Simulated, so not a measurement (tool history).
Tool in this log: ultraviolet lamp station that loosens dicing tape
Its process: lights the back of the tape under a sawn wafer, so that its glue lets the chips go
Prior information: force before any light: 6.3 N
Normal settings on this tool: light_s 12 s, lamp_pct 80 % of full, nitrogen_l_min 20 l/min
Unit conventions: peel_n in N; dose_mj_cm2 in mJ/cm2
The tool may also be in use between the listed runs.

{"run": 1, "day": 0.0, "light_s": 12, "lamp_pct": 80, "nitrogen_l_min": 20, "peel_n": 0.184, "dose_mj_cm2": 491}
{"day": 0.688, "done": "window cleaned of glue's vapour"}
{"run": 2, "day": 1.425, "light_s": 12, "lamp_pct": 80, "nitrogen_l_min": 20, "peel_n": 0.242, "dose_mj_cm2": 446}
{"run": 3, "day": 3.812, "light_s": 12, "lamp_pct": 80, "nitrogen_l_min": 26, "peel_n": 0.199, "dose_mj_cm2": 443}
{"day": 5.092, "done": "window cleaned of glue's vapour, once more"}
{"run": 4, "day": 5.454, "light_s": 21, "lamp_pct": 80, "nitrogen_l_min": 20, "peel_n": 0.07, "dose_mj_cm2": 939}
{"run": 5, "day": 6.638, "light_s": 21, "lamp_pct": 80, "nitrogen_l_min": 20, "peel_n": 0.063, "dose_mj_cm2": 947}
{"run": 6, "day": 8.804, "light_s": 21, "lamp_pct": 80, "nitrogen_l_min": 20, "peel_n": 0.071, "dose_mj_cm2": 921}
{"run": 7, "day": 10.304, "light_s": 21, "lamp_pct": 80, "nitrogen_l_min": 20, "peel_n": 0.069, "dose_mj_cm2": 916}
{"run": 8, "day": 12.475, "light_s": 21, "lamp_pct": 80, "nitrogen_l_min": 20, "peel_n": 0.076, "dose_mj_cm2": 907}
{"run": 9, "day": 14.042, "light_s": 21, "lamp_pct": 80, "nitrogen_l_min": 20, "peel_n": 0.076, "dose_mj_cm2": 901}
{"run": 10, "day": 15.812, "light_s": 12, "lamp_pct": 63, "nitrogen_l_min": 20, "peel_n": 0.303, "dose_mj_cm2": 406}
{"run": 11, "day": 17.588, "light_s": 12, "lamp_pct": 63, "nitrogen_l_min": 20, "peel_n": 0.322, "dose_mj_cm2": 405}
{"run": 12, "day": 19.096, "light_s": 12, "lamp_pct": 80, "nitrogen_l_min": 20, "peel_n": 0.194, "dose_mj_cm2": 508}
{"run": 13, "day": 20.346, "light_s": 12, "lamp_pct": 80, "nitrogen_l_min": 20, "peel_n": 0.189, "dose_mj_cm2": 508}
{"run": 14, "day": 22.292, "light_s": 12, "lamp_pct": 97, "nitrogen_l_min": 20, "peel_n": 0.119, "dose_mj_cm2": 604}
{"run": 15, "day": 23.442, "light_s": 18, "lamp_pct": 70, "nitrogen_l_min": 9, "peel_n": 0.193, "dose_mj_cm2": 666}
{"run": 16, "day": 25.692, "light_s": 18, "lamp_pct": 70, "nitrogen_l_min": 9, "peel_n": 0.204, "dose_mj_cm2": 635}
{"run": 17, "day": 28.271, "light_s": 12, "lamp_pct": 62, "nitrogen_l_min": 20, "peel_n": 0.397, "dose_mj_cm2": 378}
{"run": 18, "day": 29.704, "light_s": 7, "lamp_pct": 62, "nitrogen_l_min": 8, "peel_n": 1.837, "dose_mj_cm2": 217}
{"run": 19, "day": 31.883, "light_s": 7, "lamp_pct": 62, "nitrogen_l_min": 8, "peel_n": 1.895, "dose_mj_cm2": 217}
{"run": 20, "day": 33.6, "light_s": 7, "lamp_pct": 62, "nitrogen_l_min": 8, "peel_n": 1.887, "dose_mj_cm2": 214}
{"run": 21, "day": 35.542, "light_s": 7, "lamp_pct": 62, "nitrogen_l_min": 8, "peel_n": 1.868, "dose_mj_cm2": 212}
{"run": 22, "day": 37.746, "light_s": 7, "lamp_pct": 62, "nitrogen_l_min": 8, "peel_n": 1.973, "dose_mj_cm2": 212}
{"run": 23, "day": 39.617, "light_s": 18, "lamp_pct": 95, "nitrogen_l_min": 17, "peel_n": 0.074, "dose_mj_cm2": 832}
{"run": 24, "day": 40.988, "light_s": 12, "lamp_pct": 94, "nitrogen_l_min": 20, "peel_n": 0.152, "dose_mj_cm2": 540}
{"run": 25, "day": 42.567, "light_s": 10, "lamp_pct": 92, "nitrogen_l_min": 7, "peel_n": 0.674, "dose_mj_cm2": 436}
{"run": 26, "day": 43.708, "light_s": 10, "lamp_pct": 92, "nitrogen_l_min": 7, "peel_n": 0.682, "dose_mj_cm2": 436}
{"run": 27, "day": 44.946, "light_s": 13, "lamp_pct": 80, "nitrogen_l_min": 14, "peel_n": 0.258, "dose_mj_cm2": 492}
{"run": 28, "day": 47.375, "light_s": 9, "lamp_pct": 80, "nitrogen_l_min": 21, "peel_n": 0.495, "dose_mj_cm2": 332}

Below are 4 alternative next runs, each starting from the tool's condition after run 28. Predict each:
{"run": "A", "day": 49.625, "light_s": 10, "lamp_pct": 77, "nitrogen_l_min": 16, "peel_n": "?", "dose_mj_cm2": "?"}
{"run": "B", "day": 49.625, "light_s": 23, "lamp_pct": 68, "nitrogen_l_min": 9, "peel_n": "?", "dose_mj_cm2": "?"}
{"run": "C", "day": 49.625, "light_s": 14, "lamp_pct": 69, "nitrogen_l_min": 8, "peel_n": "?", "dose_mj_cm2": "?"}
{"run": "D", "day": 49.625, "light_s": 12, "lamp_pct": 80, "nitrogen_l_min": 40, "peel_n": "?", "dose_mj_cm2": "?"}

run=A peel_n=0.535 dose_mj_cm2=353
run=B peel_n=0.156 dose_mj_cm2=724
run=C peel_n=0.545 dose_mj_cm2=440
run=D peel_n=0.147 dose_mj_cm2=446
Take away the tool's hidden state, keep each run's random variation, and the runs would have read:
run=A peel_n=0.265 dose_mj_cm2=475
run=B peel_n=0.088 dose_mj_cm2=973
run=C peel_n=0.265 dose_mj_cm2=591
run=D peel_n=0.083 dose_mj_cm2=597
